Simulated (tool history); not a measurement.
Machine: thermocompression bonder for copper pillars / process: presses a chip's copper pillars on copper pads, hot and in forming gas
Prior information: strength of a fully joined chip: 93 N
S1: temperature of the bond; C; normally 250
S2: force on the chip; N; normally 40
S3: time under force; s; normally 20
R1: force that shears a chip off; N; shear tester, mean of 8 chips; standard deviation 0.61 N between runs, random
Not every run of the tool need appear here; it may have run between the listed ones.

run,hour,S1,S2,S3,R1
1,0,250,40,20,33.9
2,10.7,259,40,20,38.9
3,21,259,40,20,37.9
4,30.9,259,40,20,39.3
5,43.7,250,55,20,39.2
6,52,250,40,27,37.2
7,58.6,250,40,27,36.7
8,71.4,250,40,27,37
9,84.1,250,40,20,33.5
10,94.3,250,40,20,33.1
11,105.9,250,40,19,33.6
12,113,250,41,20,34.1
13,128.1,250,41,20,33.7
14,142.2,238,41,41,35.8
15,154.9,238,39,29,32.4
16,168.5,228,39,11,16.9
17,177.8,254,50,39,50.1
18,188,250,40,35,40.6

Run 19 is up next; what results do you expect?
19,203.1,250,40,35,?

Logged for run 19: R1 40 N.
With the hidden condition absent and the run-to-run variation left alone, this run would have shown R1 44 N.
